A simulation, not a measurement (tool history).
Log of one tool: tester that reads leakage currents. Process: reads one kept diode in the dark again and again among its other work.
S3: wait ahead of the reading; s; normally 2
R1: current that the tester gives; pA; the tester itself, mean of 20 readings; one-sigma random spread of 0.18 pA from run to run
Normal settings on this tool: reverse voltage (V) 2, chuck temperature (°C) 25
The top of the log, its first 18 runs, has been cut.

{"run": 19, "hour": 3115.5, "reverse voltage (V)": 2, "chuck temperature (°C)": 25, "S3": 2, "R1": 58.73}
{"run": 20, "hour": 3293.5, "reverse voltage (V)": 2, "chuck temperature (°C)": 25, "S3": 2, "R1": 58.67}
{"hour": 3383.9, "done": "chuck's temperature calibrated"}
{"run": 21, "hour": 3453.1, "reverse voltage (V)": 1.08, "chuck temperature (°C)": 22, "S3": 0.99, "R1": 35.28}
{"hour": 3515.0, "done": "probe card cleaned and baked"}
{"run": 22, "hour": 3657.0, "reverse voltage (V)": 1.08, "chuck temperature (°C)": 22, "S3": 1.13, "R1": 35.22}
{"run": 23, "hour": 3892.8, "reverse voltage (V)": 1.07, "chuck temperature (°C)": 41, "S3": 0.48, "R1": 136.31}
{"run": 24, "hour": 4043.4, "reverse voltage (V)": 1.07, "chuck temperature (°C)": 41, "S3": 0.48, "R1": 135.43}
{"run": 25, "hour": 4230.7, "reverse voltage (V)": 6.86, "chuck temperature (°C)": 25, "S3": 2.57, "R1": 103.9}
{"run": 26, "hour": 4477.9, "reverse voltage (V)": 2, "chuck temperature (°C)": 27, "S3": 2, "R1": 67.79}
{"run": 27, "hour": 4700.1, "reverse voltage (V)": 2, "chuck temperature (°C)": 53, "S3": 2, "R1": 392.74}
{"run": 28, "hour": 4919.3, "reverse voltage (V)": 11.53, "chuck temperature (°C)": 38, "S3": 2, "R1": 334.58}
{"run": 29, "hour": 5096.5, "reverse voltage (V)": 11.53, "chuck temperature (°C)": 38, "S3": 2, "R1": 337}
{"run": 30, "hour": 5210.0, "reverse voltage (V)": 2.21, "chuck temperature (°C)": 21, "S3": 6.17, "R1": 45.22}
{"run": 31, "hour": 5428.1, "reverse voltage (V)": 2, "chuck temperature (°C)": 58, "S3": 2, "R1": 534.82}
{"hour": 5671.4, "done": "chuck's temperature calibrated"}
{"run": 32, "hour": 5672.8, "reverse voltage (V)": 2, "chuck temperature (°C)": 25, "S3": 2.84, "R1": 58.55}
{"run": 33, "hour": 5782.4, "reverse voltage (V)": 2, "chuck temperature (°C)": 28, "S3": 3, "R1": 72.73}
{"run": 34, "hour": 5950.4, "reverse voltage (V)": 2, "chuck temperature (°C)": 47, "S3": 3, "R1": 267.88}
{"run": 35, "hour": 6202.1, "reverse voltage (V)": 11.14, "chuck temperature (°C)": 59, "S3": 2.56, "R1": 1260.48}
{"run": 36, "hour": 6347.2, "reverse voltage (V)": 1.37, "chuck temperature (°C)": 25, "S3": 1.08, "R1": 49.19}
{"run": 37, "hour": 6527.9, "reverse voltage (V)": 1.37, "chuck temperature (°C)": 25, "S3": 1.08, "R1": 49.15}
{"run": 38, "hour": 6758.0, "reverse voltage (V)": 1.37, "chuck temperature (°C)": 25, "S3": 1.08, "R1": 49.32}
{"run": 39, "hour": 6924.5, "reverse voltage (V)": 5.73, "chuck temperature (°C)": 43, "S3": 0.3, "R1": 343.54}
{"run": 40, "hour": 7172.7, "reverse voltage (V)": 5.73, "chuck temperature (°C)": 35, "S3": 2.67, "R1": 196.33}

Alternative continuations, all from the tool just after run 40; predict every row:
{"run": "A", "hour": 7342.3, "reverse voltage (V)": 3.43, "chuck temperature (°C)": 36, "S3": 9.95, "R1": "?"}
{"run": "B", "hour": 7342.3, "reverse voltage (V)": 1.89, "chuck temperature (°C)": 25, "S3": 0.59, "R1": "?"}
{"run": "C", "hour": 7342.3, "reverse voltage (V)": 11.86, "chuck temperature (°C)": 40, "S3": 0.84, "R1": "?"}
{"run": "D", "hour": 7342.3, "reverse voltage (V)": 1.43, "chuck temperature (°C)": 48, "S3": 0.36, "R1": "?"}

run=A R1=165.99
run=B R1=57.89
run=C R1=390.5
run=D R1=247.91
Take away the tool's hidden state, keep each run's random variation, and the runs would have read:
run=A R1=165.88
run=B R1=57.84
run=C R1=390.23
run=D R1=247.79

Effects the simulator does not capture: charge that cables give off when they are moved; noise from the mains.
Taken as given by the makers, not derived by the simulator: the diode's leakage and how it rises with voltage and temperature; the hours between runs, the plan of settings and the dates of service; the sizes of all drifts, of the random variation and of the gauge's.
